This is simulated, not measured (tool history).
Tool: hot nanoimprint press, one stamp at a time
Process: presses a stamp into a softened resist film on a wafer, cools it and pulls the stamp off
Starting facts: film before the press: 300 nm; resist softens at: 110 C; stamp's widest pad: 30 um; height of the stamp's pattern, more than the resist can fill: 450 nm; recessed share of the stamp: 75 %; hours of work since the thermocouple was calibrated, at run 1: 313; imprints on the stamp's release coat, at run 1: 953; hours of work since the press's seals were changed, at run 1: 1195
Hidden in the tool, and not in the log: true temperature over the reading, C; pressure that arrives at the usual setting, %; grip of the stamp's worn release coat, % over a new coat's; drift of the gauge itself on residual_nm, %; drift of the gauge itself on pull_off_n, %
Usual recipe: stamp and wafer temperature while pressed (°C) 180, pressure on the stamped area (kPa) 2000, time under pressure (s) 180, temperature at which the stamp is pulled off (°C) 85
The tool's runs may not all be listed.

| run | hour | stamp and wafer temperature while pressed (°C) | pressure on the stamped area (kPa) | time under pressure (s) | temperature at which the stamp is pulled off (°C) | hours of work since the thermocouple was calibrated | imprints on the stamp's release coat | hours of work since the press's seals were changed | resist left under the stamp's widest pad (angstrom) | greatest force while the stamp is pulled off (N) |
|---|---|---|---|---|---|---|---|---|---|---|
| 1 | 0.0 | 180 | 2000 | 180 | 85 | 313 | 953 | 1195 | 1190 | 224 |
| 2 | 69.3 | 180 | 2000 | 235 | 85 | 359 | 1094 | 1241 | 1065 | 230 |
|  | 92.3 | stamp cleaned and given a new release coat |
|  | 107.3 | press's hydraulic seals changed and the load cell set to zero |
| 3 | 172.7 | 180 | 1270 | 180 | 85 | 418 | 147 | 43 | 1455 | 223 |
| 4 | 242.7 | 180 | 1270 | 180 | 85 | 465 | 289 | 90 | 1451 | 230 |
| 5 | 291.2 | 180 | 1270 | 180 | 85 | 497 | 387 | 122 | 1459 | 230 |
|  | 299.8 | plate thermocouple calibrated |
| 6 | 380.5 | 180 | 1270 | 180 | 85 | 54 | 562 | 180 | 1454 | 231 |
| 7 | 456.4 | 180 | 1270 | 180 | 85 | 104 | 716 | 230 | 1443 | 229 |
| 8 | 530.2 | 180 | 2000 | 180 | 85 | 153 | 865 | 279 | 1176 | 233 |
| 9 | 610.4 | 180 | 2000 | 180 | 85 | 206 | 1028 | 332 | 1176 | 235 |
|  | 665.3 | stamp cleaned and given a new release coat |
| 10 | 682.8 | 180 | 2000 | 180 | 85 | 251 | 36 | 377 | 1177 | 226 |
| 11 | 741.9 | 180 | 2000 | 180 | 85 | 290 | 155 | 416 | 1175 | 223 |
| 12 | 813.1 | 184 | 2000 | 180 | 85 | 337 | 300 | 463 | 978 | 235 |
| 13 | 902.6 | 180 | 2000 | 180 | 85 | 397 | 481 | 523 | 1178 | 231 |
| 14 | 970.1 | 180 | 2000 | 180 | 85 | 442 | 618 | 568 | 1178 | 223 |
| 15 | 1031.2 | 180 | 2000 | 180 | 85 | 482 | 742 | 608 | 1170 | 231 |
|  | 1062.5 | plate thermocouple calibrated |
| 16 | 1101.9 | 180 | 2000 | 180 | 75 | 26 | 879 | 653 | 1177 | 283 |
| 17 | 1176.3 | 180 | 2000 | 180 | 75 | 76 | 1030 | 703 | 1172 | 280 |
|  | 1232.8 | stamp cleaned and given a new release coat |
| 18 | 1246.2 | 190 | 2000 | 180 | 87 | 118 | 27 | 745 | 744 | 216 |
| 19 | 1341.5 | 179 | 2970 | 294 | 87 | 182 | 220 | 809 | 828 | 217 |
| 20 | 1413.5 | 183 | 2700 | 294 | 92 | 229 | 366 | 856 | 710 | 195 |
| 21 | 1467.0 | 190 | 3180 | 294 | 92 | 265 | 475 | 892 | 465 | 186 |
| 22 | 1564.5 | 180 | 2000 | 210 | 71 | 330 | 672 | 957 | 1098 | 295 |
| 23 | 1661.7 | 190 | 2000 | 210 | 84 | 394 | 869 | 1021 | 696 | 230 |
| 24 | 1758.5 | 185 | 2330 | 180 | 85 | 459 | 1065 | 1086 | 859 | 236 |
|  | 1794.4 | stamp cleaned and given a new release coat |
|  | 1827.0 | plate thermocouple calibrated |
| 25 | 1854.7 | 180 | 2000 | 183 | 87 | 18 | 116 | 1144 | 1160 | 214 |
| 26 | 1912.3 | 180 | 1510 | 183 | 87 | 57 | 233 | 1182 | 1319 | 222 |
| 27 | 1997.6 | 173 | 2290 | 180 | 85 | 113 | 406 | 1239 | 1522 | 224 |
|  | 2036.7 | press's hydraulic seals changed and the load cell set to zero |
| 28 | 2083.7 | 174 | 2000 | 180 | 85 | 165 | 564 | 31 | 1521 | 228 |
| 29 | 2153.5 | 174 | 3200 | 180 | 85 | 212 | 705 | 78 | 1245 | 232 |

Some steps in resist left under the stamp's widest pad (angstrom), run to run, broken into two amounts with sign: the step expected even without the hidden condition (settings, incoming material, random variation), and the rest, left for the hidden condition together with whatever gauge scatter is not in both the measured and the hidden-condition-free result:
Run 17 -> 18: stamp and wafer temperature while pressed (°C) 180 -> 190, temperature at which the stamp is pulled off (°C) 75 -> 87, stamp cleaned and given a new release coat. resist left under the stamp's widest pad (angstrom) -428: hidden state +4, all else -432.
Run 21 -> 22: stamp and wafer temperature while pressed (°C) 190 -> 180, pressure on the stamped area (kPa) 3180 -> 2000, time under pressure (s) 294 -> 210, temperature at which the stamp is pulled off (°C) 92 -> 71. resist left under the stamp's widest pad (angstrom) +633: hidden state -7, all else +640.
Run 24 -> 25: stamp and wafer temperature while pressed (°C) 185 -> 180, pressure on the stamped area (kPa) 2330 -> 2000, time under pressure (s) 180 -> 183, temperature at which the stamp is pulled off (°C) 85 -> 87, stamp cleaned and given a new release coat, plate thermocouple calibrated. resist left under the stamp's widest pad (angstrom) +301: hidden state -5, all else +306.
